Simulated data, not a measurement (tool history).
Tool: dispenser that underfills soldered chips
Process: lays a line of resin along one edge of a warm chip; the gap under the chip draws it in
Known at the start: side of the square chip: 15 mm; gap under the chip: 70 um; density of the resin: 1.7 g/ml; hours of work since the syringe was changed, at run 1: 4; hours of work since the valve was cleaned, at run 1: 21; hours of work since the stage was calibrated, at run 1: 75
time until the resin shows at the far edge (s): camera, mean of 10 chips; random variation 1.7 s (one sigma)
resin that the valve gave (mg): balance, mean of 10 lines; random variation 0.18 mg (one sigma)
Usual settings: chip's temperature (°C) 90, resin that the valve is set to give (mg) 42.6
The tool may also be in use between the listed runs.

run,day,chip's temperature (°C),resin that the valve is set to give (mg),hours of work since the syringe was changed,hours of work since the valve was cleaned,hours of work since the stage was calibrated,time until the resin shows at the far edge (s),resin that the valve gave (mg)
1,0,90,42.6,4,21,75,194.3,41.91
2,0.225,90,42.6,8,25,80,242.8,41.76
# day 0.271: new syringe of resin
3,0.371,90,42.6,2,28,82,177.8,41.21
4,0.492,96,42.6,4,30,85,171.1,41.75
5,0.662,90,42.6,7,33,88,232.6,41.34
# day 0.733: new syringe of resin
6,0.821,84,42.6,2,36,91,205.7,41.04
7,0.979,84,42.6,5,39,94,240.4,41.16
# day 1.192: new syringe of resin
8,1.208,90,42.6,0,43,98,164.6,41.05
9,1.367,90,42.6,3,46,101,191.6,40.44
10,1.533,90,42.6,7,49,104,222.1,40.42
# day 1.658: new syringe of resin
11,1.679,103,43.5,0,52,107,116.9,41.46
12,1.812,101,53,3,54,109,138.1,50.27
13,2.029,96,52.8,7,58,113,194.2,50.17
# day 2.121: new syringe of resin
14,2.233,97,42.6,2,62,117,150.4,40.29
15,2.454,79,46.2,6,66,121,295.2,43.23

How would selected steps in time until the resin shows at the far edge (s) from run to run divide? Give the signed amount a tool lacking its hidden state would still show from settings, what came in and random variation, and the signed amount left for the hidden state, including any gauge scatter that is not in both of the compared results.
The tool's hidden condition here consists of: resin's viscosity, % of fresh resin's; dose that the valve gives, % of what is set; true chip temperature over the reading, C; drift of the gauge itself on fill_s, %; drift of the gauge itself on given_mg, %.
Run 2 -> 3: new syringe of resin. time until the resin shows at the far edge (s) -65: hidden state -62.3, all else -2.7.
Run 14 -> 15: chip's temperature (°C) 97 -> 79, resin that the valve is set to give (mg) 42.6 -> 46.2. time until the resin shows at the far edge (s) +144.8: hidden state +61.7, all else +83.1.

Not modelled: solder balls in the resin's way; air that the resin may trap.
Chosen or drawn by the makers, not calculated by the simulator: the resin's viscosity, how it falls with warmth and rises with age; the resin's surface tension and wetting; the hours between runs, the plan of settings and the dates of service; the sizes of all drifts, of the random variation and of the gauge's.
